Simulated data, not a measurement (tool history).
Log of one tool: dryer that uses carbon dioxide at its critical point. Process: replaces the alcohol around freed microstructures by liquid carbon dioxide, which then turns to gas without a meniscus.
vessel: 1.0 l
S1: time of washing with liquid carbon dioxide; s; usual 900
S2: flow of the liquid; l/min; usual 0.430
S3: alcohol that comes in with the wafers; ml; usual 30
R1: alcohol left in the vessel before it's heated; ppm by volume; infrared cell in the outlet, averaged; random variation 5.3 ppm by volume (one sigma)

run 1 day=0.000 | S1=900 S2=0.430 S3=30 | R1=167
run 2 day=0.254 | S1=900 S2=0.581 S3=30 | R1=69
run 3 day=0.738 | S1=900 S2=0.581 S3=30 | R1=66
run 4 day=1.012 | S1=900 S2=0.581 S3=30 | R1=68
run 5 day=1.350 | S1=900 S2=0.673 S3=30 | R1=45
run 6 day=1.638 | S1=1020 S2=0.353 S3=23 | R1=205
run 7 day=2.175 | S1=1020 S2=0.353 S3=23 | R1=205
run 8 day=2.421 | S1=1020 S2=0.353 S3=23 | R1=210
run 9 day=2.771 | S1=1260 S2=0.353 S3=23 | R1=98
run 10 day=3.171 | S1=1380 S2=0.723 S3=101 | R1=50

The same runs without the tool's hidden state, with the same run-to-run variation:
The hidden state here: flow that reaches the vessel past the clogged filter, %; alcohol in the recycled carbon dioxide, ppm; drift of the gauge itself on alcohol_ppm, %.
run=1 R1=112
run=2 R1=25
run=3 R1=21
run=4 R1=23
run=5 R1=0
run=6 R1=138
run=7 R1=136
run=8 R1=139
run=9 R1=42
run=10 R1=3
